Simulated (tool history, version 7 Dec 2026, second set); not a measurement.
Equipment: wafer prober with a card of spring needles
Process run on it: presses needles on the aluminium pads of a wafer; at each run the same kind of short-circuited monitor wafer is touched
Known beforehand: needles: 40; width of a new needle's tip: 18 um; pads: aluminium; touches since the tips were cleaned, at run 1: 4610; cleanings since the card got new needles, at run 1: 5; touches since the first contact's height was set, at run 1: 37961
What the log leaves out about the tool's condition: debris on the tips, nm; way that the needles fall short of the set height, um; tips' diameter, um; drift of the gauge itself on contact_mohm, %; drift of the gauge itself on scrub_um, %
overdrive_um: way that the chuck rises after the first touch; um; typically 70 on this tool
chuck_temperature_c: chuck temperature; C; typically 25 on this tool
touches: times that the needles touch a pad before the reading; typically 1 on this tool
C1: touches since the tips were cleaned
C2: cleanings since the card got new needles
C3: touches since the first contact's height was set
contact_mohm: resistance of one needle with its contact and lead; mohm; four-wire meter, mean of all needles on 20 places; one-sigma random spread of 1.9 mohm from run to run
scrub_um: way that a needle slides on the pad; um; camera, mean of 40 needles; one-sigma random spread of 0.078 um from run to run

Run 1, hour 0: usual settings; C1 4610; C2 5; C3 37961. Result: contact_mohm 265 mohm, scrub_um 19.37 um.
At hour 5.8: tips cleaned on abrasive film.
Run 2, hour 11.5: usual settings; C1 902; C2 6; C3 39787. Result: contact_mohm 230 mohm, scrub_um 19.5 um.
Run 3, hour 28.8: usual settings; C1 3699; C2 6; C3 42584. Result: contact_mohm 258 mohm, scrub_um 19.29 um.
At hour 39.8: tips cleaned on abrasive film.
Run 4, hour 44.5: usual settings but chuck_temperature_c 50 C; C1 756; C2 7; C3 45086. Result: contact_mohm 230 mohm, scrub_um 19.35 um.
Run 5, hour 54.4: usual settings but chuck_temperature_c 50 C; C1 2349; C2 7; C3 46679. Result: contact_mohm 254 mohm, scrub_um 19.41 um.
Run 6, hour 72.1: usual settings but chuck_temperature_c 50 C; C1 5204; C2 7; C3 49534. Result: contact_mohm 273 mohm, scrub_um 19.43 um.
At hour 73.6: tips cleaned on abrasive film.
Run 7, hour 88.6: usual settings but chuck_temperature_c 50 C; C1 2426; C2 8; C3 52170. Result: contact_mohm 250 mohm, scrub_um 19.29 um.
Run 8, hour 103.3: usual settings but chuck_temperature_c 50 C; C1 4786; C2 8; C3 54530. Result: contact_mohm 270 mohm, scrub_um 19.44 um.
At hour 107.4: tips cleaned on abrasive film.
Run 9, hour 115.6: usual settings but chuck_temperature_c 50 C; C1 1334; C2 9; C3 56498. Result: contact_mohm 243 mohm, scrub_um 19.41 um.
Run 10, hour 123.2: usual settings but chuck_temperature_c 50 C; C1 2542; C2 9; C3 57706. Result: contact_mohm 251 mohm, scrub_um 19.27 um.
Run 11, hour 132.5: usual settings; C1 4047; C2 9; C3 59211. Result: contact_mohm 262 mohm, scrub_um 19.44 um.
At hour 141.3: tips cleaned on abrasive film.
Run 12, hour 143.7: usual settings; C1 387; C2 10; C3 61000. Result: contact_mohm 218 mohm, scrub_um 19.39 um.
Run 13, hour 160.7: usual settings; C1 3111; C2 10; C3 63724. Result: contact_mohm 258 mohm, scrub_um 19.38 um.
Run 14, hour 173.9: usual settings; C1 5244; C2 10; C3 65857. Result: contact_mohm 268 mohm, scrub_um 19.24 um.
At hour 175.1: tips cleaned on abrasive film.
Run 15, hour 190.9: usual settings but overdrive_um 67 um; C1 2541; C2 11; C3 68565. Result: contact_mohm 255 mohm, scrub_um 18.29 um.
Run 16, hour 201.4: usual settings; C1 4235; C2 11; C3 70259. Result: contact_mohm 262 mohm, scrub_um 19.29 um.
At hour 209.3: tips cleaned on abrasive film.
Run 17, hour 216.7: usual settings; C1 1182; C2 12; C3 72698. Result: contact_mohm 232 mohm, scrub_um 19.16 um.
Run 18, hour 228.9: usual settings; C1 3150; C2 12; C3 74666. Result: contact_mohm 253 mohm, scrub_um 19.29 um.
At hour 243.5: tips cleaned on abrasive film.
Run 19, hour 244.6: usual settings but overdrive_um 77 um, chuck_temperature_c 89 C; C1 171; C2 13; C3 77171. Result: contact_mohm 226 mohm, scrub_um 21.13 um.
Run 20, hour 254.9: usual settings but overdrive_um 59 um, chuck_temperature_c 89 C; C1 1829; C2 13; C3 78829. Result: contact_mohm 266 mohm, scrub_um 16.03 um.
Run 21, hour 268: usual settings but overdrive_um 86 um; C1 3938; C2 13; C3 80938. Result: contact_mohm 247 mohm, scrub_um 23.76 um.
At hour 277: tips cleaned on abrasive film.
Run 22, hour 284.4: usual settings but chuck_temperature_c 78 C, touches 3; C1 1192; C2 14; C3 83557. Result: contact_mohm 232 mohm, scrub_um 19.18 um.
Run 23, hour 300: usual settings but overdrive_um 90 um, chuck_temperature_c 78 C, touches 2; C1 3700; C2 14; C3 86065. Result: contact_mohm 238 mohm, scrub_um 24.64 um.
At hour 310.7: tips cleaned on abrasive film.
Run 24, hour 315.2: usual settings but chuck_temperature_c 112 C; C1 718; C2 15; C3 88499. Result: contact_mohm 241 mohm, scrub_um 19.06 um.
Run 25, hour 329.2: usual settings but overdrive_um 87 um, chuck_temperature_c 78 C; C1 2964; C2 15; C3 90745. Result: contact_mohm 243 mohm, scrub_um 23.74 um.
Run 26, hour 338.6: usual settings but overdrive_um 87 um, chuck_temperature_c 78 C; C1 4482; C2 15; C3 92263. Result: contact_mohm 256 mohm, scrub_um 23.93 um.
At hour 344.8: tips cleaned on abrasive film.
Run 27, hour 352.5: usual settings but overdrive_um 87 um, chuck_temperature_c 78 C; C1 1238; C2 16; C3 94475. Result: contact_mohm 235 mohm, scrub_um 23.73 um.
Run 28, hour 361.8: usual settings but overdrive_um 82 um, chuck_temperature_c 84 C, touches 3; C1 2750; C2 16; C3 95987. Result: contact_mohm 232 mohm, scrub_um 22.37 um.
At hour 378.1: tips cleaned on abrasive film.
Run 29, hour 378.3: usual settings but overdrive_um 82 um, chuck_temperature_c 84 C, touches 3; C1 35; C2 17; C3 98619. Result: contact_mohm 223 mohm, scrub_um 22.59 um.
Run 30, hour 385.4: usual settings but chuck_temperature_c 28 C; C1 1183; C2 17; C3 99767. Result: contact_mohm 237 mohm, scrub_um 18.96 um.
Run 31, hour 397.4: usual settings but chuck_temperature_c 28 C; C1 3104; C2 17; C3 101688. Result: contact_mohm 260 mohm, scrub_um 19.15 um.
Run 32, hour 406.7: usual settings but chuck_temperature_c 28 C; C1 4606; C2 17; C3 103190. Result: contact_mohm 266 mohm, scrub_um 19.01 um.
At hour 411.6: tips cleaned on abrasive film.
Run 33, hour 424: usual settings but overdrive_um 69 um, touches 2; C1 2002; C2 18; C3 105955. Result: contact_mohm 232 mohm, scrub_um 18.73 um.

What if the next run were any one of these 4? Each begins from the tool's condition after run 33:
Run A, hour 436.8: usual settings but overdrive_um 57 um, chuck_temperature_c 123 C, touches 3; C1 4055; C2 18; C3 108008. Result: contact_mohm ?, scrub_um ?.
Run B, hour 436.8: usual settings but overdrive_um 61 um, touches 2; C1 4055; C2 18; C3 108008. Result: contact_mohm ?, scrub_um ?.
Run C, hour 436.8: usual settings but overdrive_um 54 um; C1 4055; C2 18; C3 108008. Result: contact_mohm ?, scrub_um ?.
Run D, hour 436.8: usual settings but overdrive_um 57 um; C1 4055; C2 18; C3 108008. Result: contact_mohm ?, scrub_um ?.

run  contact_mohm  scrub_um
  A           262     15.31
  B           250     16.48
  C           299     14.64
  D           288     15.47
Take away the tool's hidden state, keep each run's random variation, and the runs would have read:
run  contact_mohm  scrub_um
  A           237     15.79
  B           209     16.96
  C           212     15.12
  D           211     15.96
